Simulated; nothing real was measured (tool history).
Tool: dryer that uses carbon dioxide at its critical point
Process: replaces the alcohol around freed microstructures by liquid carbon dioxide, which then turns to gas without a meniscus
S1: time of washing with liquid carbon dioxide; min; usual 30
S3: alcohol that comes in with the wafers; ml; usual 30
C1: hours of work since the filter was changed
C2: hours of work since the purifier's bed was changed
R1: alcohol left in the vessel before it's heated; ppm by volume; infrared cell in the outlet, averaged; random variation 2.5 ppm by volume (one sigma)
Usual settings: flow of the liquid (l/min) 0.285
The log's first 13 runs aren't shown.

{"run": 14, "hour": 248.7, "S1": 30, "flow of the liquid (l/min)": 0.42, "S3": 30, "C1": 218, "C2": 403, "R1": 23}
{"run": 15, "hour": 274.3, "S1": 30, "flow of the liquid (l/min)": 0.285, "S3": 30, "C1": 234, "C2": 419, "R1": 45}
{"run": 16, "hour": 286.2, "S1": 30, "flow of the liquid (l/min)": 0.285, "S3": 30, "C1": 242, "C2": 427, "R1": 38}
{"run": 17, "hour": 301.5, "S1": 30, "flow of the liquid (l/min)": 0.285, "S3": 30, "C1": 251, "C2": 436, "R1": 38}
{"run": 18, "hour": 318.7, "S1": 30, "flow of the liquid (l/min)": 0.285, "S3": 30, "C1": 262, "C2": 447, "R1": 41}
{"run": 19, "hour": 344.7, "S1": 30, "flow of the liquid (l/min)": 0.285, "S3": 20, "C1": 278, "C2": 463, "R1": 36}
{"run": 20, "hour": 362.4, "S1": 30, "flow of the liquid (l/min)": 0.285, "S3": 20, "C1": 289, "C2": 474, "R1": 37}
{"run": 21, "hour": 373.8, "S1": 30, "flow of the liquid (l/min)": 0.285, "S3": 20, "C1": 296, "C2": 481, "R1": 39}
{"hour": 383.5, "done": "inlet filter changed"}
{"run": 22, "hour": 400.6, "S1": 30, "flow of the liquid (l/min)": 0.285, "S3": 20, "C1": 11, "C2": 497, "R1": 35}
{"run": 23, "hour": 422.8, "S1": 30, "flow of the liquid (l/min)": 0.285, "S3": 20, "C1": 25, "C2": 511, "R1": 36}
{"run": 24, "hour": 443.9, "S1": 30, "flow of the liquid (l/min)": 0.285, "S3": 30, "C1": 38, "C2": 524, "R1": 41}
{"run": 25, "hour": 456.6, "S1": 30, "flow of the liquid (l/min)": 0.285, "S3": 30, "C1": 46, "C2": 532, "R1": 46}
{"run": 26, "hour": 478.2, "S1": 42, "flow of the liquid (l/min)": 0.219, "S3": 30, "C1": 59, "C2": 545, "R1": 33}
{"run": 27, "hour": 493.2, "S1": 42, "flow of the liquid (l/min)": 0.219, "S3": 26, "C1": 68, "C2": 555, "R1": 40}
{"run": 28, "hour": 511.9, "S1": 42, "flow of the liquid (l/min)": 0.219, "S3": 26, "C1": 80, "C2": 566, "R1": 39}
{"run": 29, "hour": 529.7, "S1": 32, "flow of the liquid (l/min)": 0.219, "S3": 46, "C1": 91, "C2": 578, "R1": 97}
{"run": 30, "hour": 552.4, "S1": 24, "flow of the liquid (l/min)": 0.484, "S3": 59, "C1": 105, "C2": 592, "R1": 34}
{"run": 31, "hour": 563.8, "S1": 30, "flow of the liquid (l/min)": 0.396, "S3": 27, "C1": 112, "C2": 599, "R1": 34}
{"run": 32, "hour": 586.8, "S1": 30, "flow of the liquid (l/min)": 0.396, "S3": 27, "C1": 127, "C2": 613, "R1": 35}
{"run": 33, "hour": 604.2, "S1": 47, "flow of the liquid (l/min)": 0.216, "S3": 30, "C1": 137, "C2": 624, "R1": 38}
{"run": 34, "hour": 624.5, "S1": 30, "flow of the liquid (l/min)": 0.227, "S3": 30, "C1": 150, "C2": 637, "R1": 96}
{"run": 35, "hour": 640.3, "S1": 30, "flow of the liquid (l/min)": 0.227, "S3": 30, "C1": 160, "C2": 646, "R1": 93}
{"run": 36, "hour": 664.7, "S1": 37, "flow of the liquid (l/min)": 0.285, "S3": 30, "C1": 175, "C2": 662, "R1": 43}

The next listed run, before its measurement:
{"run": 37, "hour": 677.5, "S1": 27, "flow of the liquid (l/min)": 0.209, "S3": 22, "C1": 183, "C2": 670, "R1": "?"}

Run 37 gave R1 159 ppm by volume.
Without the tool's hidden state the same run would have given R1 101 ppm by volume.
